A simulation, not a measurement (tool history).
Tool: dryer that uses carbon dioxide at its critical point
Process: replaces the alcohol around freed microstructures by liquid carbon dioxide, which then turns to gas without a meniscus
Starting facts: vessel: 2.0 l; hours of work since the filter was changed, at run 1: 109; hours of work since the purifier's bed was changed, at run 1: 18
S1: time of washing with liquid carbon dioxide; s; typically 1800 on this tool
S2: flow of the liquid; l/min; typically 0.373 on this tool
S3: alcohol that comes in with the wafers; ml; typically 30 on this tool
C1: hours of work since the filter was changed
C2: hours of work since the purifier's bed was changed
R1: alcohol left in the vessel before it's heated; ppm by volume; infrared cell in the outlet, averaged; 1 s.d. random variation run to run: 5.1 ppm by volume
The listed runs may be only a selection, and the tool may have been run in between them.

Run 1, hour 0: usual settings; C1 109; C2 18. Result: R1 81 ppm by volume.
Run 2, hour 14: usual settings; C1 113; C2 22. Result: R1 93 ppm by volume.
Run 3, hour 25.6: usual settings; C1 117; C2 26. Result: R1 104 ppm by volume.
Run 4, hour 41.6: usual settings; C1 122; C2 31. Result: R1 86 ppm by volume.
Run 5, hour 50.4: usual settings; C1 124; C2 33. Result: R1 91 ppm by volume.
Run 6, hour 65.8: usual settings but S2 0.588 l/min; C1 129; C2 38. Result: R1 17 ppm by volume.
Run 7, hour 73.4: usual settings but S2 0.588 l/min; C1 131; C2 40. Result: R1 9 ppm by volume.
Run 8, hour 85.6: usual settings but S2 0.588 l/min; C1 135; C2 44. Result: R1 12 ppm by volume.
Run 9, hour 96.1: usual settings; C1 138; C2 47. Result: R1 88 ppm by volume.
Run 10, hour 108.6: usual settings but S2 0.334 l/min; C1 142; C2 51. Result: R1 158 ppm by volume.
Run 11, hour 116.3: usual settings but S2 0.334 l/min; C1 144; C2 53. Result: R1 153 ppm by volume.
Run 12, hour 126.5: usual settings but S2 0.334 l/min; C1 148; C2 57. Result: R1 142 ppm by volume.
Run 13, hour 138.4: usual settings but S2 0.334 l/min; C1 151; C2 60. Result: R1 147 ppm by volume.
Run 14, hour 156.3: usual settings but S3 81 ml; C1 157; C2 66. Result: R1 234 ppm by volume.
Run 15, hour 169.8: usual settings; C1 161; C2 70. Result: R1 95 ppm by volume.
Run 16, hour 185: usual settings but S1 2700 s, S2 0.327 l/min, S3 31 ml; C1 165; C2 74. Result: R1 24 ppm by volume.
Run 17, hour 196.6: usual settings but S1 2700 s, S2 0.327 l/min, S3 31 ml; C1 169; C2 78. Result: R1 26 ppm by volume.
Run 18, hour 214.4: usual settings but S1 2700 s, S2 0.327 l/min, S3 31 ml; C1 174; C2 83. Result: R1 33 ppm by volume.
Run 19, hour 231.8: usual settings but S1 1140 s, S2 0.257 l/min, S3 31 ml; C1 179; C2 89. Result: R1 1578 ppm by volume.
Run 20, hour 240.5: usual settings but S1 2880 s, S2 0.395 l/min; C1 182; C2 91. Result: R1 15 ppm by volume.
Run 21, hour 255.1: usual settings but S1 2880 s, S2 0.516 l/min, S3 101 ml; C1 187; C2 96. Result: R1 14 ppm by volume.
Run 22, hour 265: usual settings but S2 0.352 l/min, S3 26 ml; C1 190; C2 99. Result: R1 110 ppm by volume.
Run 23, hour 276.4: usual settings but S1 2400 s; C1 193; C2 102. Result: R1 30 ppm by volume.
Run 24, hour 294.9: usual settings but S2 0.242 l/min, S3 103 ml; C1 199; C2 108. Result: R1 1753 ppm by volume.
Run 25, hour 307.8: usual settings but S2 0.503 l/min; C1 203; C2 112. Result: R1 30 ppm by volume.
Run 26, hour 319.6: usual settings but S2 0.442 l/min, S3 65 ml; C1 206; C2 115. Result: R1 98 ppm by volume.
Run 27, hour 334.6: usual settings but S2 0.344 l/min; C1 211; C2 120. Result: R1 157 ppm by volume.
Run 28, hour 346.3: usual settings but S2 0.344 l/min; C1 214; C2 123. Result: R1 149 ppm by volume.
Run 29, hour 362.3: usual settings but S1 2400 s, S2 0.257 l/min, S3 37 ml; C1 219; C2 128. Result: R1 171 ppm by volume.
Run 30, hour 375.1: usual settings but S1 2400 s, S2 0.257 l/min, S3 37 ml; C1 223; C2 132. Result: R1 166 ppm by volume.

Measured less the same run without the tool's hidden state. The same run-to-run variation is in both; the gauge's scatter may not be:
Hidden state at play: flow that reaches the vessel past the clogged filter, %; alcohol in the recycled carbon dioxide, ppm; drift of the gauge itself on alcohol_ppm, %.
run    R1
  1   +13
  2   +14
  3   +14
  4   +15
  5   +16
  6    +5
  7    +5
  8    +6
  9   +18
 10   +27
 11   +28
 12   +28
 13   +30
 14   +49
 15   +23
 16   +11
 17   +12
 18   +12
 19  +169
 20   +10
 21   +10
 22   +31
 23   +15
 24  +295
 25   +16
 26   +33
 27   +43
 28   +42
 29   +49
 30   +49
